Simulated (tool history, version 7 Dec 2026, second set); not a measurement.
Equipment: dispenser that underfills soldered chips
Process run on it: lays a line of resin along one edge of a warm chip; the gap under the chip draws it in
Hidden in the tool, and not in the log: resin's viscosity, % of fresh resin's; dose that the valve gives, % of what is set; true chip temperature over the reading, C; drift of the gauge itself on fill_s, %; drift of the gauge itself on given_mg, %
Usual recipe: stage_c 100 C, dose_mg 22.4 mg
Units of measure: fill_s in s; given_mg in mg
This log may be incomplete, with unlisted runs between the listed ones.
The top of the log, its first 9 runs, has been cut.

| run | day | stage_c | dose_mg | hours of work since the syringe was changed | hours of work since the valve was cleaned | hours of work since the stage was calibrated | fill_s | given_mg |
|---|---|---|---|---|---|---|---|---|
| 10 | 2.104 | 104 | 22.4 | 8 | 57 | 174 | 108.8 | 21.09 |
|  | 2.229 | new syringe of resin |
| 11 | 2.317 | 104 | 22.4 | 1 | 61 | 177 | 78.5 | 21.23 |
| 12 | 2.492 | 100 | 22.4 | 4 | 63 | 180 | 106.6 | 20.87 |
| 13 | 2.771 | 100 | 22.4 | 9 | 68 | 184 | 137.8 | 20.86 |
|  | 2.838 | new syringe of resin |
| 14 | 3.021 | 100 | 22.4 | 3 | 72 | 188 | 96.8 | 20.84 |
| 15 | 3.158 | 100 | 22.4 | 5 | 74 | 190 | 108.0 | 20.81 |
|  | 3.442 | new syringe of resin |
| 16 | 3.458 | 100 | 22.4 | 0 | 78 | 195 | 87.7 | 20.83 |
| 17 | 3.596 | 97 | 21.5 | 2 | 80 | 197 | 112.8 | 19.88 |
| 18 | 3.729 | 89 | 28.6 | 5 | 83 | 199 | 169.3 | 26.58 |
| 19 | 3.854 | 96 | 26.2 | 6 | 85 | 201 | 142.0 | 24.11 |
| 20 | 4.021 | 96 | 24.7 | 9 | 87 | 204 | 164.7 | 22.52 |
|  | 4.050 | new syringe of resin |
| 21 | 4.250 | 96 | 24.7 | 3 | 91 | 207 | 117.4 | 22.56 |
| 22 | 4.508 | 102 | 25.2 | 7 | 95 | 211 | 114.5 | 23.00 |
|  | 4.662 | new syringe of resin |
| 23 | 4.688 | 90 | 23.4 | 0 | 97 | 214 | 132.5 | 21.37 |
|  | 5.017 | dispensing valve cleaned and set on the balance |
| 24 | 5.021 | 90 | 23.4 | 5 | 0 | 218 | 169.6 | 23.43 |
| 25 | 5.221 | 90 | 23.4 | 8 | 3 | 221 | 198.5 | 23.35 |
|  | 5.329 | new syringe of resin |
| 26 | 5.375 | 87 | 28.0 | 1 | 5 | 224 | 147.0 | 27.89 |
| 27 | 5.625 | 95 | 24.8 | 5 | 9 | 228 | 134.6 | 24.64 |
| 28 | 5.825 | 103 | 28.1 | 8 | 13 | 231 | 112.4 | 27.58 |
|  | 5.942 | new syringe of resin |
| 29 | 6.038 | 103 | 28.1 | 2 | 16 | 234 | 79.4 | 27.56 |
| 30 | 6.283 | 103 | 28.1 | 5 | 20 | 238 | 99.6 | 27.49 |

Here are 4 independent what-if runs from the current tool condition. What would each one return?
| A | 6.421 | 98 | 20.2 | 8 | 22 | 240 | ? | ? |
| B | 6.421 | 107 | 19.9 | 8 | 22 | 240 | ? | ? |
| C | 6.421 | 89 | 24.4 | 8 | 22 | 240 | ? | ? |
| D | 6.421 | 111 | 27.8 | 8 | 22 | 240 | ? | ? |

| run | fill_s | given_mg |
|---|---|---|
| A | 142.1 | 19.91 |
| B | 100.1 | 19.34 |
| C | 201.6 | 23.92 |
| D | 80.8 | 27.36 |
The same runs, with their run-to-run variation unchanged, on a tool lacking any hidden condition would have given:
| run | fill_s | given_mg |
|---|---|---|
| A | 87.3 | 20.35 |
| B | 61.6 | 19.77 |
| C | 123.8 | 24.44 |
| D | 50.0 | 27.96 |

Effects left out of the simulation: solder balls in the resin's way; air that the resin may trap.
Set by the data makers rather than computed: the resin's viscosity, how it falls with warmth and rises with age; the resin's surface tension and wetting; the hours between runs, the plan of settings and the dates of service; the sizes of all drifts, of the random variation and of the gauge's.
